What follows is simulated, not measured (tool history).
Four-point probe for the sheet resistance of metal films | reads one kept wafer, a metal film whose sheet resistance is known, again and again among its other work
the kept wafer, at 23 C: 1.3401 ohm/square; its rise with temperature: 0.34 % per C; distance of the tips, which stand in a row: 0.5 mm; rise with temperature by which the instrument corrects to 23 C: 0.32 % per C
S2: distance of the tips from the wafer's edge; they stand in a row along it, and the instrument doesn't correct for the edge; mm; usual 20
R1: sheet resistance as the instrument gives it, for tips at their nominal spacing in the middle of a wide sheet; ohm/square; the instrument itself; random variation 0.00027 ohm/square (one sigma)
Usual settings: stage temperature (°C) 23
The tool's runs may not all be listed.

{"run": 1, "day": 0.0, "stage temperature (°C)": 23, "S2": 20, "R1": 1.341007}
{"run": 2, "day": 0.529, "stage temperature (°C)": 19, "S2": 20, "R1": 1.339328}
{"run": 3, "day": 1.171, "stage temperature (°C)": 19, "S2": 20, "R1": 1.339332}
{"run": 4, "day": 1.842, "stage temperature (°C)": 19, "S2": 20, "R1": 1.339465}
{"run": 5, "day": 2.292, "stage temperature (°C)": 23, "S2": 20, "R1": 1.341034}
{"run": 6, "day": 2.842, "stage temperature (°C)": 23, "S2": 13, "R1": 1.34196}
{"run": 7, "day": 3.521, "stage temperature (°C)": 23, "S2": 13, "R1": 1.341966}
{"run": 8, "day": 4.033, "stage temperature (°C)": 23, "S2": 13, "R1": 1.34191}
{"run": 9, "day": 4.558, "stage temperature (°C)": 23, "S2": 13, "R1": 1.341869}
{"run": 10, "day": 5.271, "stage temperature (°C)": 23, "S2": 13, "R1": 1.341832}
{"day": 5.342, "done": "stage's thermometer calibrated"}
{"run": 11, "day": 5.717, "stage temperature (°C)": 19, "S2": 20, "R1": 1.339651}
{"run": 12, "day": 6.325, "stage temperature (°C)": 19, "S2": 20, "R1": 1.340135}
{"run": 13, "day": 7.062, "stage temperature (°C)": 19, "S2": 20, "R1": 1.340171}
{"run": 14, "day": 7.725, "stage temperature (°C)": 33, "S2": 5, "R1": 1.351281}
{"run": 15, "day": 8.204, "stage temperature (°C)": 33, "S2": 5, "R1": 1.351533}
{"day": 8.571, "done": "stage's thermometer calibrated, once more"}
{"run": 16, "day": 8.933, "stage temperature (°C)": 18, "S2": 73, "R1": 1.338745}
{"run": 17, "day": 9.325, "stage temperature (°C)": 22, "S2": 20, "R1": 1.340249}
{"run": 18, "day": 9.792, "stage temperature (°C)": 33, "S2": 46, "R1": 1.344513}
{"run": 19, "day": 10.329, "stage temperature (°C)": 33, "S2": 46, "R1": 1.343521}
{"run": 20, "day": 10.658, "stage temperature (°C)": 34, "S2": 3, "R1": 1.364183}
{"run": 21, "day": 11.4, "stage temperature (°C)": 30, "S2": 46, "R1": 1.343085}
{"run": 22, "day": 11.788, "stage temperature (°C)": 30, "S2": 46, "R1": 1.342958}
{"run": 23, "day": 12.421, "stage temperature (°C)": 30, "S2": 46, "R1": 1.343178}
{"run": 24, "day": 12.946, "stage temperature (°C)": 19, "S2": 31, "R1": 1.339243}
{"run": 25, "day": 13.346, "stage temperature (°C)": 19, "S2": 31, "R1": 1.339459}
{"run": 26, "day": 13.829, "stage temperature (°C)": 18, "S2": 5, "R1": 1.346081}

Forecast each of these 5 alternatives for the next run:
{"run": "A", "day": 14.296, "stage temperature (°C)": 18, "S2": 46, "R1": "?"}
{"run": "B", "day": 14.296, "stage temperature (°C)": 30, "S2": 50, "R1": "?"}
{"run": "C", "day": 14.296, "stage temperature (°C)": 20, "S2": 20, "R1": "?"}
{"run": "D", "day": 14.296, "stage temperature (°C)": 29, "S2": 33, "R1": "?"}
{"run": "E", "day": 14.296, "stage temperature (°C)": 22, "S2": 5, "R1": "?"}

run=A R1=1.339037
run=B R1=1.342982
run=C R1=1.339474
run=D R1=1.342983
run=E R1=1.347438
Without the tool's hidden state the same runs would have given:
run=A R1=1.338494
run=B R1=1.342409
run=C R1=1.338925
run=D R1=1.342412
run=E R1=1.346883
